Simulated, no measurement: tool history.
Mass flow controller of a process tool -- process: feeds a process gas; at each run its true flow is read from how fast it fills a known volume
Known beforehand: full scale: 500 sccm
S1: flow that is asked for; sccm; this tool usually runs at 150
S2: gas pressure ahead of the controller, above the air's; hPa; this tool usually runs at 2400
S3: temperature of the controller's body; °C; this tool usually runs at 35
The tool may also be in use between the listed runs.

run 1 hour=0 | S1=150 S2=2400 S3=35 | true_flow_(%)=93.88
run 2 hour=268.5 | S1=150 S2=2400 S3=35 | true_flow_(%)=93.66
run 3 hour=646.5 | S1=138 S2=2400 S3=35 | true_flow_(%)=93.22
run 4 hour=972.3 | S1=108 S2=2400 S3=35 | true_flow_(%)=92.25
run 5 hour=1277 | S1=108 S2=2400 S3=35 | true_flow_(%)=92.01
run 6 hour=1548.8 | S1=108 S2=2400 S3=35 | true_flow_(%)=91.82
run 7 hour=1893.1 | S1=108 S2=2400 S3=35 | true_flow_(%)=91.72
run 8 hour=2131.5 | S1=187 S2=2400 S3=35 | true_flow_(%)=93.68
run 9 hour=2516.3 | S1=187 S2=2400 S3=35 | true_flow_(%)=93.54
-- hour=2730.6 controller's zero set anew
run 10 hour=2730.6 | S1=293 S2=2400 S3=35 | true_flow_(%)=96.44
run 11 hour=3051.8 | S1=293 S2=2400 S3=35 | true_flow_(%)=96.37
run 12 hour=3458.5 | S1=293 S2=2400 S3=35 | true_flow_(%)=96.39
run 13 hour=3710.8 | S1=293 S2=2400 S3=35 | true_flow_(%)=96.27
run 14 hour=3945.2 | S1=293 S2=2400 S3=35 | true_flow_(%)=96.13
run 15 hour=4254.4 | S1=293 S2=2020 S3=35 | true_flow_(%)=96.29
-- hour=4559.7 controller exchanged for a calibrated one
run 16 hour=4559.7 | S1=52 S2=1770 S3=35 | true_flow_(%)=95.97
run 17 hour=4827.8 | S1=120 S2=1730 S3=29 | true_flow_(%)=96.92
run 18 hour=5181.2 | S1=56 S2=2080 S3=23 | true_flow_(%)=96.43

Predict the results of run 19:
run 19 hour=5574.8 | S1=56 S2=2080 S3=23 | true_flow_(%)=?

Run 19 measured true flow (%) 96.09.
Had the tool carried no hidden state, the very same run would have given true flow (%) 97.26.

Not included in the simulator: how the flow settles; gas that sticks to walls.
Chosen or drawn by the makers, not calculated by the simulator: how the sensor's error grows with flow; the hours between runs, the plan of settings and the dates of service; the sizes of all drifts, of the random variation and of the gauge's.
